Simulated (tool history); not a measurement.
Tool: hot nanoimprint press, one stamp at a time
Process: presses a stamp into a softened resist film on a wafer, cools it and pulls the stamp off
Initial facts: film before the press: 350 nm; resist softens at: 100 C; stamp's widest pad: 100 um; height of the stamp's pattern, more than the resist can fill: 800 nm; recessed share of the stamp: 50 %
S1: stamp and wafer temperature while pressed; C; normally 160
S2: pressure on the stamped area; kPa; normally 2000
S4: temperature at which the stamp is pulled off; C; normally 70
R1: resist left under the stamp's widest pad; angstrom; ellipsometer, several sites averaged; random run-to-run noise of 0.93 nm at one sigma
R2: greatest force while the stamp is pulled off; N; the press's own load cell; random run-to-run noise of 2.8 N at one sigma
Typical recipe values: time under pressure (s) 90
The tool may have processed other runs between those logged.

{"run": 1, "hour": 0.0, "S1": 160, "S2": 2000, "time under pressure (s)": 90, "S4": 70, "R1": 1377, "R2": 227}
{"run": 2, "hour": 14.4, "S1": 160, "S2": 2000, "time under pressure (s)": 90, "S4": 70, "R1": 1379, "R2": 220}
{"run": 3, "hour": 26.5, "S1": 160, "S2": 2000, "time under pressure (s)": 90, "S4": 70, "R1": 1411, "R2": 222}
{"run": 4, "hour": 41.1, "S1": 160, "S2": 2000, "time under pressure (s)": 90, "S4": 70, "R1": 1399, "R2": 227}
{"run": 5, "hour": 49.6, "S1": 160, "S2": 2000, "time under pressure (s)": 90, "S4": 70, "R1": 1401, "R2": 228}
{"run": 6, "hour": 59.2, "S1": 160, "S2": 2000, "time under pressure (s)": 90, "S4": 70, "R1": 1410, "R2": 231}
{"run": 7, "hour": 71.3, "S1": 160, "S2": 2000, "time under pressure (s)": 90, "S4": 70, "R1": 1400, "R2": 232}
{"hour": 83.1, "done": "stamp cleaned and given a new release coat"}
{"run": 8, "hour": 85.9, "S1": 160, "S2": 2000, "time under pressure (s)": 90, "S4": 70, "R1": 1426, "R2": 208}
{"run": 9, "hour": 100.0, "S1": 160, "S2": 2000, "time under pressure (s)": 90, "S4": 70, "R1": 1412, "R2": 207}
{"run": 10, "hour": 114.6, "S1": 160, "S2": 2000, "time under pressure (s)": 90, "S4": 70, "R1": 1402, "R2": 210}
{"run": 11, "hour": 128.5, "S1": 160, "S2": 2000, "time under pressure (s)": 180, "S4": 70, "R1": 1108, "R2": 209}
{"run": 12, "hour": 141.1, "S1": 167, "S2": 2670, "time under pressure (s)": 161, "S4": 61, "R1": 684, "R2": 237}
{"run": 13, "hour": 147.3, "S1": 167, "S2": 2670, "time under pressure (s)": 161, "S4": 61, "R1": 663, "R2": 226}
{"run": 14, "hour": 155.7, "S1": 160, "S2": 1310, "time under pressure (s)": 70, "S4": 68, "R1": 1954, "R2": 223}
{"run": 15, "hour": 162.9, "S1": 170, "S2": 1720, "time under pressure (s)": 87, "S4": 71, "R1": 958, "R2": 213}
{"run": 16, "hour": 177.2, "S1": 170, "S2": 1720, "time under pressure (s)": 87, "S4": 71, "R1": 965, "R2": 212}
{"run": 17, "hour": 185.2, "S1": 170, "S2": 1720, "time under pressure (s)": 87, "S4": 71, "R1": 958, "R2": 211}
{"run": 18, "hour": 197.4, "S1": 160, "S2": 2330, "time under pressure (s)": 90, "S4": 71, "R1": 1307, "R2": 212}
{"run": 19, "hour": 211.8, "S1": 160, "S2": 2330, "time under pressure (s)": 90, "S4": 71, "R1": 1302, "R2": 214}
{"run": 20, "hour": 218.4, "S1": 160, "S2": 2330, "time under pressure (s)": 90, "S4": 71, "R1": 1295, "R2": 217}

Predict each of these 4 candidate next runs independently; none follows another, all start after run 20:
{"run": "A", "hour": 230.8, "S1": 167, "S2": 2170, "time under pressure (s)": 90, "S4": 70, "R1": "?", "R2": "?"}
{"run": "B", "hour": 230.8, "S1": 160, "S2": 2110, "time under pressure (s)": 90, "S4": 71, "R1": "?", "R2": "?"}
{"run": "C", "hour": 230.8, "S1": 160, "S2": 2090, "time under pressure (s)": 66, "S4": 64, "R1": "?", "R2": "?"}
{"run": "D", "hour": 230.8, "S1": 160, "S2": 2050, "time under pressure (s)": 90, "S4": 77, "R1": "?", "R2": "?"}

run=A R1=949 R2=219
run=B R1=1378 R2=220
run=C R1=1562 R2=237
run=D R1=1408 R2=207
Had the tool no hidden state, the same runs would have come out as:
run=A R1=867 R2=201
run=B R1=1252 R2=202
run=C R1=1424 R2=217
run=D R1=1281 R2=189
